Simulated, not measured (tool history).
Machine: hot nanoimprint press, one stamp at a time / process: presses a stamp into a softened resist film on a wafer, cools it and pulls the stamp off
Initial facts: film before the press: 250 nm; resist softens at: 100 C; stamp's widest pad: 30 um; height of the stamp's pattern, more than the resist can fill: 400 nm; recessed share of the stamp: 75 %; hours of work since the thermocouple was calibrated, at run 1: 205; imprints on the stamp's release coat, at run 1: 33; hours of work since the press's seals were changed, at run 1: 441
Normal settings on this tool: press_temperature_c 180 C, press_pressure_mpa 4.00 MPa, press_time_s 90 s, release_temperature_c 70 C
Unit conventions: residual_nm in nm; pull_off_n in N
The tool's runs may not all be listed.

run,hour,press_temperature_c,press_pressure_mpa,press_time_s,release_temperature_c,hours of work since the thermocouple was calibrated,imprints on the stamp's release coat,hours of work since the press's seals were changed,residual_nm,pull_off_n
1,0.0,180,4.00,90,70,205,33,441,112.1,109
2,11.4,180,4.00,90,70,212,84,448,110.8,110
3,32.5,180,4.00,90,73,225,179,462,111.5,111
4,55.1,180,4.00,90,73,239,280,476,113.7,118
5,80.9,180,3.52,90,70,256,396,492,118.8,122
6,92.3,180,4.00,90,70,263,447,499,113.0,129
7,104.2,180,4.00,90,70,270,500,507,113.6,129
8,115.6,180,4.00,90,70,277,551,514,112.7,133
9,136.5,184,4.00,90,70,290,645,527,95.9,142
10,151.9,184,4.00,90,70,300,714,537,95.6,137
# hour 157.3: plate thermocouple calibrated
11,172.3,184,4.00,90,70,9,792,547,99.4,142
12,190.5,191,4.00,90,70,21,874,559,72.1,146
13,203.4,180,4.99,90,59,29,932,567,107.9,155
14,215.6,190,3.08,98,58,37,986,575,81.8,163
# hour 223.5: stamp cleaned and given a new release coat
15,239.3,190,3.08,98,58,48,71,586,82.1,116
16,252.3,190,6.38,98,58,56,129,594,57.5,117
# hour 257.2: plate thermocouple calibrated, once more
17,267.0,180,6.00,134,62,6,182,601,76.5,120
18,286.1,180,6.00,134,62,18,267,613,78.0,120
19,300.9,172,4.00,94,70,27,333,622,151.9,121
20,324.0,192,2.68,82,59,42,437,637,79.3,132
21,341.6,185,4.73,54,56,53,516,648,101.4,141
22,365.1,180,2.40,53,70,68,621,663,161.3,128
23,382.4,180,5.53,155,70,79,699,674,76.1,142

Consider 3 possible next runs. They are alternatives, not a sequence: every one starts from the tool as it was left by run 23. What does each give?
A,406.0,180,5.53,155,66,93,805,688,?,?
B,406.0,190,4.13,155,67,93,805,688,?,?
C,406.0,180,5.53,55,70,93,805,688,?,?

run,residual_nm,pull_off_n
A,76.4,150
B,54.6,147
C,116.8,145
With no hidden state in the tool, these same runs would have given:
run,residual_nm,pull_off_n
A,72.5,108
B,52.1,106
C,111.5,105
